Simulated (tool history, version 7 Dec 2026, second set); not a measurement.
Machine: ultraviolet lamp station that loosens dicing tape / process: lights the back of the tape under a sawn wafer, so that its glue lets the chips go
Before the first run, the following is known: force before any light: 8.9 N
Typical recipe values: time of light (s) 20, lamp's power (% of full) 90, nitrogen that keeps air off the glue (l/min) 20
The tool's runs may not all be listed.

run   hour  time of light (s)  lamp's power (% of full)  nitrogen that keeps air off the glue (l/min)  force that peels the tape off (N)  light that reached the tape (mJ/cm²)
  1    0.0                 20                        90                                            20                              0.814                                   169
  2   52.6                 20                        90                                            20                              0.906                                   164
      76.3  -- lamp changed
  3  101.6                 22                        90                                            20                              0.384                                   249
  4  158.2                 22                        71                                            20                              0.652                                   193
  5  195.2                 20                        90                                            20                              0.508                                   220
  6  228.0                 20                        90                                            12                              0.709                                   217
  7  293.8                 20                        90                                            12                              0.757                                   212
  8  347.5                 25                        90                                             6                              0.805                                   257
  9  392.7                 39                        90                                             8                              0.306                                   396
 10  431.5                 20                        90                                            13                              0.813                                   199
     465.6  -- window cleaned of glue's vapour
 11  484.6                 20                        90                                            13                              0.537                                   245

Below are 3 alternative next runs, each starting from the tool's condition after run 11. Predict each:
  A  541.8                 20                        86                                            23                                  ?                                     ?
  B  541.8                 13                        64                                            20                                  ?                                     ?
  C  541.8                 20                        90                                            28                                  ?                                     ?

run  force that peels the tape off (N)  light that reached the tape (mJ/cm²)
  A                              0.418                                   224
  B                              1.755                                   114
  C                              0.356                                   240
The same runs, with their run-to-run variation unchanged, on a tool lacking any hidden condition would have given:
run  force that peels the tape off (N)  light that reached the tape (mJ/cm²)
  A                              0.359                                   245
  B                              1.532                                   124
  C                              0.312                                   261
